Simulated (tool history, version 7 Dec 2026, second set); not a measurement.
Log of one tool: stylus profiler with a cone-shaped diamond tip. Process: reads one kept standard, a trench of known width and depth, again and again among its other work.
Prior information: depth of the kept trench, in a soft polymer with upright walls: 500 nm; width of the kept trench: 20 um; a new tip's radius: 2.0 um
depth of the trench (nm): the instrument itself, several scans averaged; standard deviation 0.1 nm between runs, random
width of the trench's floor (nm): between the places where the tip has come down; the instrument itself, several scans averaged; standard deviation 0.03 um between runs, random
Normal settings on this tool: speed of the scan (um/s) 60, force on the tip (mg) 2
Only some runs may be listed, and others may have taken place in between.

| run | hour | speed of the scan (um/s) | force on the tip (mg) | depth of the trench (nm) | width of the trench's floor (nm) |
|---|---|---|---|---|---|
| 1 | 0 | 60 | 2 | 507.67 | 16930 |
| 2 | 19.3 | 60 | 2 | 507.86 | 16880 |
| 3 | 33.7 | 60 | 2 | 507.67 | 16890 |
| 4 | 42.7 | 60 | 2 | 507.69 | 16950 |
| 5 | 57.5 | 60 | 2 | 507.68 | 16890 |
| 6 | 77.8 | 60 | 2 | 507.77 | 16870 |
| 7 | 92.2 | 60 | 0.76 | 504.33 | 16670 |
| 8 | 108.9 | 60 | 2 | 507.74 | 16870 |
| 9 | 122 | 60 | 2 | 507.65 | 16870 |
| 10 | 138.4 | 60 | 2 | 507.77 | 16860 |
| 11 | 157.5 | 106 | 2 | 507.63 | 16720 |
| 12 | 170.1 | 106 | 1.24 | 505.69 | 16540 |
| 13 | 183.8 | 106 | 1.24 | 505.92 | 16530 |
| 14 | 200.5 | 60 | 4.94 | 513.52 | 16960 |
| 15 | 220.3 | 60 | 4.94 | 513.46 | 16920 |
| 16 | 237.8 | 60 | 4.94 | 513.53 | 16910 |
| 17 | 256.9 | 60 | 4.94 | 513.85 | 16870 |
| 18 | 265.3 | 60 | 4.94 | 513.77 | 16920 |
| 19 | 285.8 | 60 | 4.94 | 513.67 | 16900 |
| 20 | 305.8 | 60 | 2 | 507.75 | 16780 |
| 21 | 314.5 | 60 | 2 | 507.97 | 16820 |
| 22 | 325.4 | 60 | 2 | 507.81 | 16750 |
| 23 | 340.2 | 60 | 2 | 508.18 | 16810 |
| 24 | 350.6 | 60 | 2 | 507.85 | 16810 |
| 25 | 363.3 | 31 | 2 | 507.87 | 16930 |
| 26 | 379.5 | 31 | 2 | 507.93 | 16920 |
| 27 | 389.9 | 31 | 1.51 | 506.75 | 16900 |
| 28 | 402.9 | 31 | 1.51 | 506.82 | 16900 |
| 29 | 418.1 | 168 | 3.45 | 510.94 | 16560 |
| 30 | 433.8 | 67 | 5.51 | 514.61 | 16850 |
| 31 | 449.7 | 67 | 5.51 | 514.79 | 16870 |
| 32 | 462.7 | 67 | 5.51 | 514.74 | 16800 |
| 33 | 482.2 | 67 | 5.51 | 514.84 | 16840 |
| 34 | 499.6 | 67 | 5.51 | 514.69 | 16920 |
| 35 | 512.2 | 131 | 2.18 | 508.23 | 16510 |
| 36 | 520.6 | 40 | 2 | 507.81 | 16900 |
| 37 | 536.3 | 98 | 1.3 | 506.12 | 16480 |
| 38 | 547.3 | 19 | 1.18 | 505.89 | 16880 |
| 39 | 555.6 | 24 | 3.5 | 510.96 | 16900 |
| 40 | 572.1 | 36 | 1.92 | 507.69 | 16860 |

Measured minus without-hidden-state, run by run (identical run-to-run variation in each term; gauge scatter may differ):
Hidden conditions of the tool in this case: radius of the tip, um; height scale over the true one, %; drift of the gauge itself on depth_nm, %; drift of the gauge itself on floor_um, %.
| run | depth of the trench (nm) | width of the trench's floor (nm) |
|---|---|---|
| 1 | +0.62 | -220 |
| 2 | +0.63 | -230 |
| 3 | +0.64 | -240 |
| 4 | +0.65 | -230 |
| 5 | +0.65 | -240 |
| 6 | +0.67 | -250 |
| 7 | +0.67 | -250 |
| 8 | +0.68 | -250 |
| 9 | +0.68 | -250 |
| 10 | +0.7 | -260 |
| 11 | +0.71 | -270 |
| 12 | +0.71 | -270 |
| 13 | +0.72 | -270 |
| 14 | +0.74 | -280 |
| 15 | +0.75 | -280 |
| 16 | +0.76 | -290 |
| 17 | +0.77 | -290 |
| 18 | +0.78 | -290 |
| 19 | +0.79 | -290 |
| 20 | +0.79 | -300 |
| 21 | +0.79 | -310 |
| 22 | +0.8 | -300 |
| 23 | +0.81 | -310 |
| 24 | +0.81 | -310 |
| 25 | +0.82 | -320 |
| 26 | +0.83 | -320 |
| 27 | +0.83 | -320 |
| 28 | +0.84 | -330 |
| 29 | +0.85 | -330 |
| 30 | +0.87 | -330 |
| 31 | +0.88 | -340 |
| 32 | +0.89 | -340 |
| 33 | +0.9 | -340 |
| 34 | +0.9 | -340 |
| 35 | +0.9 | -350 |
| 36 | +0.9 | -350 |
| 37 | +0.91 | -360 |
| 38 | +0.92 | -360 |
| 39 | +0.93 | -360 |
| 40 | +0.93 | -370 |
